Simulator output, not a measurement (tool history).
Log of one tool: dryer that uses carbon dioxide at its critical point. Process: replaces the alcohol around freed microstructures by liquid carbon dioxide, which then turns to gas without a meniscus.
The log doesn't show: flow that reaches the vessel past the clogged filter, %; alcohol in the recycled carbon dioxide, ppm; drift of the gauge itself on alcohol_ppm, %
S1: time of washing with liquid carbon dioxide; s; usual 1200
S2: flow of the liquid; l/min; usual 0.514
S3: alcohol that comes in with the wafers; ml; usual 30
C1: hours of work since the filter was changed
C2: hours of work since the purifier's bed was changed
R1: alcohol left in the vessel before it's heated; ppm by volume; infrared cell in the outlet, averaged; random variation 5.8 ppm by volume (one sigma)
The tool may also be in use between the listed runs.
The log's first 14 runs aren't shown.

Run 15, hour 727.3: usual settings but S2 0.478 l/min; C1 160; C2 377. Result: R1 465 ppm by volume.
Run 16, hour 782.8: usual settings; C1 191; C2 408. Result: R1 381 ppm by volume.
Run 17, hour 847.2: usual settings; C1 227; C2 445. Result: R1 421 ppm by volume.
At hour 863.9: inlet filter changed.
Run 18, hour 886.1: usual settings; C1 12; C2 466. Result: R1 289 ppm by volume.
Run 19, hour 920.1: usual settings; C1 32; C2 485. Result: R1 312 ppm by volume.
Run 20, hour 958.9: usual settings; C1 53; C2 507. Result: R1 323 ppm by volume.
Run 21, hour 1005.4: usual settings; C1 79; C2 533. Result: R1 334 ppm by volume.
Run 22, hour 1041.8: usual settings; C1 100; C2 553. Result: R1 365 ppm by volume.
Run 23, hour 1098.2: usual settings; C1 131; C2 585. Result: R1 394 ppm by volume.
Run 24, hour 1149.7: usual settings but S1 1440 s, S2 0.395 l/min, S3 20 ml; C1 160; C2 614. Result: R1 406 ppm by volume.
Run 25, hour 1213.6: usual settings but S2 0.555 l/min, S3 35 ml; C1 196; C2 650. Result: R1 392 ppm by volume.
Run 26, hour 1255.4: usual settings but S1 900 s, S2 0.352 l/min, S3 53 ml; C1 220; C2 673. Result: R1 4045 ppm by volume.
At hour 1285.6: inlet filter changed.
Run 27, hour 1326.5: usual settings but S1 900 s, S2 0.445 l/min, S3 53 ml; C1 23; C2 712. Result: R1 1776 ppm by volume.
Run 28, hour 1360.7: usual settings but S1 1140 s; C1 42; C2 732. Result: R1 396 ppm by volume.

The next listed run, before its measurement:
Run 29, hour 1411.1: usual settings but S2 0.817 l/min, S3 78 ml; C1 70; C2 760. Result: R1 ?.

Run 29 gave R1 194 ppm by volume.
Without the tool's hidden state the same run would have given R1 33 ppm by volume.
